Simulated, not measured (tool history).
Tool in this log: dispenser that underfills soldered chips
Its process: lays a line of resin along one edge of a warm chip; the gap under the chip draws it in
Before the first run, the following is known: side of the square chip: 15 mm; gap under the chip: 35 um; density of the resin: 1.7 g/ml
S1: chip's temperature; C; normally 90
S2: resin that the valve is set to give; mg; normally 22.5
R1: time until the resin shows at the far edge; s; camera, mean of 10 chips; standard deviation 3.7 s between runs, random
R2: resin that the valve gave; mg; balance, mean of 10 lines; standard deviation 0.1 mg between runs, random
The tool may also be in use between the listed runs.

run 1 hour=0 | S1=90 S2=22.5 | R1=437.2 R2=22.04
run 2 hour=4.8 | S1=87 S2=22.5 | R1=567.5 R2=21.79
-- hour=6.3 new syringe of resin
run 3 hour=8.8 | S1=87 S2=22.5 | R1=417.3 R2=21.71
run 4 hour=12.8 | S1=87 S2=23.4 | R1=470.9 R2=22.69
-- hour=18.1 new syringe of resin
run 5 hour=18.5 | S1=87 S2=23.4 | R1=391.5 R2=22.59
run 6 hour=25 | S1=87 S2=23.4 | R1=494.7 R2=22.68
run 7 hour=29.5 | S1=87 S2=23.4 | R1=567.7 R2=22.55
-- hour=30.3 new syringe of resin
run 8 hour=34.1 | S1=87 S2=23.4 | R1=452.7 R2=22.43
run 9 hour=38.4 | S1=87 S2=23.4 | R1=516 R2=22.37
-- hour=42.1 new syringe of resin
-- hour=43.8 dispensing valve cleaned and set on the balance
run 10 hour=47.4 | S1=87 S2=22.5 | R1=456.4 R2=22.49
-- hour=54.9 new syringe of resin
run 11 hour=55.1 | S1=87 S2=22.5 | R1=401.3 R2=22.44
run 12 hour=62.6 | S1=87 S2=22.5 | R1=504.7 R2=22.38
-- hour=67.1 new syringe of resin
run 13 hour=69 | S1=87 S2=22.5 | R1=425.1 R2=22.51
run 14 hour=77 | S1=90 S2=22.5 | R1=503.7 R2=22.32
-- hour=79.2 new syringe of resin
run 15 hour=82.6 | S1=78 S2=21.8 | R1=598.9 R2=21.63
run 16 hour=87.7 | S1=84 S2=24.7 | R1=585.7 R2=24.28
-- hour=91 new syringe of resin
run 17 hour=94.8 | S1=79 S2=24.4 | R1=549.7 R2=24.28
-- hour=102.9 new syringe of resin
run 18 hour=103.9 | S1=100 S2=22.7 | R1=266.3 R2=22.07
run 19 hour=109.9 | S1=81 S2=26.4 | R1=604.6 R2=26.12
-- hour=114.6 new syringe of resin
run 20 hour=117.7 | S1=96 S2=25.5 | R1=329.2 R2=24.85
run 21 hour=124 | S1=90 S2=25.5 | R1=479.3 R2=24.74
-- hour=126.6 new syringe of resin
run 22 hour=130 | S1=90 S2=25.5 | R1=388.8 R2=24.71
run 23 hour=134.2 | S1=75 S2=19.5 | R1=750.3 R2=18.8
-- hour=138.6 new syringe of resin
run 24 hour=142.2 | S1=100 S2=22.9 | R1=293.1 R2=22.08
-- hour=150.6 new syringe of resin
run 25 hour=151.3 | S1=81 S2=23.6 | R1=481.8 R2=22.46
run 26 hour=157 | S1=81 S2=23.6 | R1=581.9 R2=22.76
-- hour=161.3 dispensing valve cleaned and set on the balance
-- hour=163.5 new syringe of resin
run 27 hour=163.5 | S1=100 S2=25.9 | R1=261.5 R2=25.79
run 28 hour=167.7 | S1=100 S2=25.9 | R1=308 R2=25.84

3 options for the next run, each taken on its own from the tool as it stands now. Forecast them:
run A hour=172.1 | S1=93 S2=19.8 | R1=? R2=?
run B hour=172.1 | S1=90 S2=19.2 | R1=? R2=?
run C hour=172.1 | S1=78 S2=29.1 | R1=? R2=?

run=A R1=440.7 R2=19.55
run=B R1=492.3 R2=18.96
run=C R1=684.3 R2=28.93
Without the tool's unlogged condition, the same runs would have read:
run=A R1=334.6 R2=19.69
run=B R1=374.1 R2=19.1
run=C R1=521.6 R2=29.15

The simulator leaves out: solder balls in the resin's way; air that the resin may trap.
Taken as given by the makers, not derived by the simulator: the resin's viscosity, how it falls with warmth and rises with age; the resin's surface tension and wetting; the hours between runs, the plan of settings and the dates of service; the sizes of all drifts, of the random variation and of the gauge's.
